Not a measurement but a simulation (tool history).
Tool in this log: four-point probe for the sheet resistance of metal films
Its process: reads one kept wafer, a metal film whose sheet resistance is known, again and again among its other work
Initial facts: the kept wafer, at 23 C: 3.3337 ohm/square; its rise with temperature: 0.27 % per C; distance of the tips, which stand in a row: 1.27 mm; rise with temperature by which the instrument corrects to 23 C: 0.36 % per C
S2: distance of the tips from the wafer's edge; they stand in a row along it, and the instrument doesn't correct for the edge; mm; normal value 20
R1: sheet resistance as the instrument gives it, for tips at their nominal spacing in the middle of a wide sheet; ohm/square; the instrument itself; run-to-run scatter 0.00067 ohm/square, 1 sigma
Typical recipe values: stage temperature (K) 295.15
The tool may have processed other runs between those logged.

{"run": 1, "hour": 0.0, "stage temperature (K)": 295.15, "S2": 20, "R1": 3.354893}
{"run": 2, "hour": 25.7, "stage temperature (K)": 295.15, "S2": 20, "R1": 3.353549}
{"run": 3, "hour": 59.7, "stage temperature (K)": 295.15, "S2": 20, "R1": 3.355993}
{"run": 4, "hour": 85.8, "stage temperature (K)": 295.15, "S2": 20, "R1": 3.355139}
{"run": 5, "hour": 112.9, "stage temperature (K)": 296.15, "S2": 20, "R1": 3.353135}
{"run": 6, "hour": 147.9, "stage temperature (K)": 295.15, "S2": 3, "R1": 3.64029}
{"run": 7, "hour": 190.4, "stage temperature (K)": 295.15, "S2": 3, "R1": 3.640677}
{"run": 8, "hour": 222.2, "stage temperature (K)": 295.15, "S2": 3, "R1": 3.640862}
{"run": 9, "hour": 243.8, "stage temperature (K)": 295.15, "S2": 3, "R1": 3.640946}
{"run": 10, "hour": 286.6, "stage temperature (K)": 295.15, "S2": 3, "R1": 3.641826}
{"run": 11, "hour": 323.8, "stage temperature (K)": 295.15, "S2": 3, "R1": 3.642887}
{"run": 12, "hour": 350.3, "stage temperature (K)": 300.15, "S2": 20, "R1": 3.342351}
{"run": 13, "hour": 390.9, "stage temperature (K)": 300.15, "S2": 20, "R1": 3.342876}
{"run": 14, "hour": 421.2, "stage temperature (K)": 300.15, "S2": 20, "R1": 3.342584}
{"run": 15, "hour": 451.0, "stage temperature (K)": 296.15, "S2": 20, "R1": 3.354414}
{"run": 16, "hour": 488.7, "stage temperature (K)": 295.15, "S2": 20, "R1": 3.358336}
{"run": 17, "hour": 527.9, "stage temperature (K)": 295.15, "S2": 20, "R1": 3.358246}
{"run": 18, "hour": 551.7, "stage temperature (K)": 295.15, "S2": 20, "R1": 3.358756}
{"run": 19, "hour": 587.1, "stage temperature (K)": 295.15, "S2": 20, "R1": 3.359301}
{"run": 20, "hour": 606.6, "stage temperature (K)": 303.15, "S2": 42, "R1": 3.329838}
{"run": 21, "hour": 643.8, "stage temperature (K)": 303.15, "S2": 6, "R1": 3.406067}
{"run": 22, "hour": 665.8, "stage temperature (K)": 297.15, "S2": 4, "R1": 3.516948}
{"run": 23, "hour": 707.9, "stage temperature (K)": 297.15, "S2": 4, "R1": 3.517688}
{"run": 24, "hour": 750.7, "stage temperature (K)": 295.15, "S2": 5, "R1": 3.463219}
{"run": 25, "hour": 774.3, "stage temperature (K)": 302.15, "S2": 7, "R1": 3.387694}
{"run": 26, "hour": 797.0, "stage temperature (K)": 306.15, "S2": 15, "R1": 3.33317}
{"run": 27, "hour": 831.4, "stage temperature (K)": 294.15, "S2": 4, "R1": 3.526266}
{"run": 28, "hour": 852.2, "stage temperature (K)": 293.15, "S2": 7, "R1": 3.415889}
{"run": 29, "hour": 874.3, "stage temperature (K)": 293.15, "S2": 20, "R1": 3.365718}
{"run": 30, "hour": 904.2, "stage temperature (K)": 292.15, "S2": 3, "R1": 3.653974}
{"run": 31, "hour": 929.0, "stage temperature (K)": 306.15, "S2": 70, "R1": 3.321049}
{"run": 32, "hour": 959.0, "stage temperature (K)": 307.15, "S2": 4, "R1": 3.489318}
{"run": 33, "hour": 977.3, "stage temperature (K)": 292.15, "S2": 61, "R1": 3.362779}
{"run": 34, "hour": 1001.2, "stage temperature (K)": 298.15, "S2": 7, "R1": 3.401029}
{"run": 35, "hour": 1045.9, "stage temperature (K)": 298.15, "S2": 7, "R1": 3.403059}
{"run": 36, "hour": 1072.9, "stage temperature (K)": 305.15, "S2": 7, "R1": 3.382136}

Branching from run 36: 4 alternative next runs. What would each branch give?
{"run": "A", "hour": 1092.6, "stage temperature (K)": 306.15, "S2": 20, "R1": "?"}
{"run": "B", "hour": 1092.6, "stage temperature (K)": 298.15, "S2": 7, "R1": "?"}
{"run": "C", "hour": 1092.6, "stage temperature (K)": 298.15, "S2": 5, "R1": "?"}
{"run": "D", "hour": 1092.6, "stage temperature (K)": 301.15, "S2": 20, "R1": "?"}

run=A R1=3.327319
run=B R1=3.403004
run=C R1=3.456919
run=D R1=3.341680
Stripped of hidden state, with their random variation kept, the same runs would have yielded:
run=A R1=3.310959
run=B R1=3.386323
run=C R1=3.439997
run=D R1=3.325268

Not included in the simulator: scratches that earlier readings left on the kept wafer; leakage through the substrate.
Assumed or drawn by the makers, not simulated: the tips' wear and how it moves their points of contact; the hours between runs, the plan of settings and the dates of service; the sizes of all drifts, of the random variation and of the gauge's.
